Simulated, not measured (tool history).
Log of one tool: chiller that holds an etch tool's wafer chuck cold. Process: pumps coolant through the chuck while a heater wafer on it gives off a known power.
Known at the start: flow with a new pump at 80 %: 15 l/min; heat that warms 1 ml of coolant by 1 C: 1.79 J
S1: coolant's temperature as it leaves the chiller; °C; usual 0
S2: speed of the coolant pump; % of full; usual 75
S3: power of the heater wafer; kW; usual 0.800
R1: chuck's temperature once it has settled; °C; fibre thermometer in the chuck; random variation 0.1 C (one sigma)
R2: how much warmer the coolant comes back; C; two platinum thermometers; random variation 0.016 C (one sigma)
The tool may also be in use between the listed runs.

run   hour  S1  S2     S3    R1    R2
  1    0.0   0  75  0.800   7.2  1.93
  2   37.5   0  75  0.800   7.6  1.91
  3   64.7   0  75  0.800   7.6  1.94
  4   97.2   0  75  0.800   7.5  1.98
  5  131.8   8  75  0.800  15.5  1.94
  6  163.5   8  75  0.800  15.4  1.96
  7  201.4   8  75  0.800  15.5  1.93
  8  219.1   8  75  0.800  15.4  1.94
  9  252.9   0  75  0.800   7.4  1.95
 10  288.1   0  75  0.800   7.7  1.94
 11  327.2   0  75  0.717   6.7  1.76
 12  366.1   0  75  0.717   6.8  1.75
 13  386.0   0  75  0.717   6.8  1.77
 14  420.4   0  75  0.717   6.8  1.74
 15  456.8   0  75  1.083  10.2  2.63
 16  490.7  -5  75  1.083   5.3  2.64
 17  520.4  -2  68  0.733   5.7  2.00
 18  549.3  -2  68  0.733   5.7  2.01
 19  572.3   4  95  0.666   9.2  1.25
 20  592.9   4  68  0.787  12.2  2.14
 21  626.1  -7  74  0.420  -3.1  1.04
 22  657.3  -7  80  0.916   1.1  2.06
     661.4  -- chiller's thermometer calibrated
 23  675.4   5  74  1.058  15.2  2.61
 24  695.4  -3  74  1.136   7.8  2.83
 25  724.3   0  70  0.644   6.7  1.70
 26  760.2  -5  60  0.537   1.5  1.63
     763.8  -- chiller's thermometer calibrated, once more
 27  800.2  -5  60  0.537   1.3  1.66
 28  816.9  -5  77  0.853   2.9  2.04
 29  849.0   3  90  0.462   6.6  0.94
 30  878.0  -3  71  0.462   1.7  1.20
 31  897.4  -7  61  1.143   6.2  3.51

Some steps in R1 between neighbouring runs. How much of each would the tool show without its hidden state too (settings, what came in, random variation), and how much is left for the hidden state, with any gauge scatter that isn't in both results?
The hidden state here: heat passed by the chuck's channels, % of clean ones'; flow at a given pump speed, % of a new pump's; coolant's true temperature over the reading, C; drift of the gauge itself on chuck_c, C; drift of the gauge itself on warmer_back_c, C.
Run 4 -> 5: S1 0 -> 8. R1 +8.0 °C: hidden state +0.0, all else +8.0.
Run 20 -> 21: S1 4 -> -7, S2 68 -> 74, S3 0.787 -> 0.420. R1 -15.3 °C: hidden state -0.4, all else -14.9.
Run 22 -> 23: S1 -7 -> 5, S2 80 -> 74, S3 0.916 -> 1.058, chiller's thermometer calibrated. R1 +14.1 °C: hidden state +0.2, all else +13.9.
Run 28 -> 29: S1 -5 -> 3, S2 77 -> 90, S3 0.853 -> 0.462. R1 +3.7 °C: hidden state -0.5, all else +4.2.
Run 30 -> 31: S1 -3 -> -7, S2 71 -> 61, S3 0.462 -> 1.143. R1 +4.5 °C: hidden state +0.8, all else +3.7.

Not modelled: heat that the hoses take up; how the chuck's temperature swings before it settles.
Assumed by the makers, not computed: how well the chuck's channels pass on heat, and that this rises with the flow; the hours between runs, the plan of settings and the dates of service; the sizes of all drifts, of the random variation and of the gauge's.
